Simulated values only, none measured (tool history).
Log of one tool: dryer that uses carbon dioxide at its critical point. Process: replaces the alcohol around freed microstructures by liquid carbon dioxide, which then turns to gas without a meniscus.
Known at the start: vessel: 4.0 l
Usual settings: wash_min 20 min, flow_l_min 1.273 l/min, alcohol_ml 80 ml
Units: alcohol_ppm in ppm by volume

run   hour  wash_min  flow_l_min  alcohol_ml  alcohol_ppm
  1    0.0        20       1.273          80          258
  2   12.0        20       1.273          80          255
  3   18.9        17       1.273          80          426
  4   29.1        20       1.760          80          138
  5   44.4        20       1.760          80          142
  6   54.5        20       1.680          80          150
  7   62.3        20       1.273          80          287
  8   73.6        20       1.273          31          199
  9   84.8        20       1.273          31          182
 10   92.2        20       1.273          31          195
 11   99.0        20       1.273          80          290
 12  106.1        20       1.273          80          294
 13  114.9        20       1.190          80          363
     130.6  -- inlet filter changed
 14  131.4        17       1.273          86          406
 15  142.8        20       1.510          80          180
 16  150.5        20       1.510          80          185
 17  159.3        29       2.090          66          140
 18  166.9        20       1.580          80          181
 19  183.0        20       1.580          80          179
 20  195.5        16       0.980          80         1060
 21  211.1        19       0.980          80          672
 22  226.6        18       0.930          80          881

Hidden state or all else? Some run-to-run changes of alcohol_ppm, split into what the settings, what came in and random variation would give without the hidden state, and what is left for the hidden state (with any gauge scatter that isn't in both results):
The hidden state here: flow that reaches the vessel past the clogged filter, %; alcohol in the recycled carbon dioxide, ppm; drift of the gauge itself on alcohol_ppm, %.
Run 13 -> 14: wash_min 20 -> 17, flow_l_min 1.190 -> 1.273, alcohol_ml 80 -> 86, inlet filter changed. alcohol_ppm +43 ppm by volume: hidden state -66, all else +109.
Run 19 -> 20: wash_min 20 -> 16, flow_l_min 1.580 -> 0.980. alcohol_ppm +881 ppm by volume: hidden state +62, all else +819.
Run 20 -> 21: wash_min 16 -> 19. alcohol_ppm -388 ppm by volume: hidden state -9, all else -379.
